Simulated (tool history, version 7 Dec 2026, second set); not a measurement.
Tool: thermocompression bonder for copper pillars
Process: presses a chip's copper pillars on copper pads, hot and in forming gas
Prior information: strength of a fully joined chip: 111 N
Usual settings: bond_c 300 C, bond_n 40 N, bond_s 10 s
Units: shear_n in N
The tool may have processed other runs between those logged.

Run 1, day 0.000: usual settings. Result: shear_n 73.3 N.
Run 2, day 0.954: usual settings. Result: shear_n 72.4 N.
Run 3, day 2.046: usual settings. Result: shear_n 73.3 N.
Run 4, day 3.375: usual settings. Result: shear_n 71.8 N.
Run 5, day 5.058: usual settings. Result: shear_n 72.4 N.
Run 6, day 6.425: usual settings. Result: shear_n 74.1 N.
Run 7, day 7.983: usual settings. Result: shear_n 72.2 N.
At day 8.542: forming gas filter changed.
Run 8, day 9.442: usual settings but bond_n 33 N. Result: shear_n 65.0 N.
Run 9, day 10.692: usual settings but bond_n 33 N. Result: shear_n 63.9 N.
Run 10, day 12.671: usual settings but bond_n 33 N. Result: shear_n 63.5 N.
Run 11, day 13.775: usual settings but bond_n 33 N, bond_s 18 s. Result: shear_n 75.5 N.
Run 12, day 14.817: usual settings. Result: shear_n 73.6 N.
Run 13, day 15.767: usual settings. Result: shear_n 71.8 N.
Run 14, day 16.788: usual settings. Result: shear_n 72.0 N.
At day 17.479: forming gas filter changed.
Run 15, day 18.138: usual settings but bond_s 12 s. Result: shear_n 75.2 N.
Run 16, day 19.288: usual settings but bond_s 12 s. Result: shear_n 77.0 N.
Run 17, day 20.762: usual settings. Result: shear_n 73.8 N.
Run 18, day 21.667: usual settings but bond_c 292 C, bond_n 43 N. Result: shear_n 71.7 N.
Run 19, day 22.721: usual settings but bond_c 275 C, bond_n 24 N, bond_s 17 s. Result: shear_n 44.7 N.
Run 20, day 23.692: usual settings but bond_c 275 C, bond_n 24 N, bond_s 17 s. Result: shear_n 45.0 N.
Run 21, day 25.079: usual settings but bond_c 275 C, bond_n 24 N, bond_s 17 s. Result: shear_n 45.8 N.
At day 26.450: forming gas filter changed.
Run 22, day 26.458: usual settings but bond_c 275 C, bond_n 24 N, bond_s 17 s. Result: shear_n 46.7 N.
Run 23, day 28.233: usual settings but bond_c 275 C, bond_n 24 N, bond_s 17 s. Result: shear_n 45.0 N.
Run 24, day 29.662: usual settings but bond_c 275 C, bond_n 24 N, bond_s 17 s. Result: shear_n 46.7 N.
Run 25, day 31.408: usual settings but bond_c 275 C, bond_n 24 N, bond_s 17 s. Result: shear_n 44.4 N.
Run 26, day 32.496: usual settings but bond_c 275 C, bond_n 34 N, bond_s 8 s. Result: shear_n 46.3 N.
Run 27, day 34.338: usual settings but bond_c 294 C, bond_n 44 N, bond_s 12 s. Result: shear_n 75.9 N.
At day 35.388: forming gas filter changed.
Run 28, day 35.862: usual settings but bond_c 299 C, bond_n 36 N, bond_s 12 s. Result: shear_n 70.9 N.
Run 29, day 36.879: usual settings but bond_c 299 C, bond_n 36 N, bond_s 12 s. Result: shear_n 70.6 N.
Run 30, day 38.512: usual settings but bond_c 319 C, bond_s 27 s. Result: shear_n 99.3 N.
Run 31, day 39.550: usual settings but bond_c 309 C, bond_n 49 N, bond_s 12 s. Result: shear_n 90.6 N.
Run 32, day 41.071: usual settings but bond_n 50 N. Result: shear_n 82.1 N.
Run 33, day 42.500: usual settings but bond_n 50 N. Result: shear_n 82.6 N.
At day 44.400: forming gas filter changed.
Run 34, day 44.521: usual settings but bond_c 297 C. Result: shear_n 71.2 N.

Here are 5 independent what-if runs from the current tool condition. What would each one return?
Run A, day 46.058: usual settings but bond_c 297 C, bond_s 26 s. Result: shear_n ?.
Run B, day 46.058: usual settings but bond_c 285 C, bond_n 25 N. Result: shear_n ?.
Run C, day 46.058: usual settings but bond_c 323 C. Result: shear_n ?.
Run D, day 46.058: usual settings but bond_n 49 N, bond_s 12 s. Result: shear_n ?.
Run E, day 46.058: usual settings but bond_c 281 C, bond_n 46 N, bond_s 6 s. Result: shear_n ?.

run  shear_n
  A     89.6
  B     43.5
  C     84.5
  D     86.7
  E     57.1
Without the tool's unlogged condition, the same runs would have read:
run  shear_n
  A     89.8
  B     43.7
  C     84.8
  D     87.0
  E     57.4

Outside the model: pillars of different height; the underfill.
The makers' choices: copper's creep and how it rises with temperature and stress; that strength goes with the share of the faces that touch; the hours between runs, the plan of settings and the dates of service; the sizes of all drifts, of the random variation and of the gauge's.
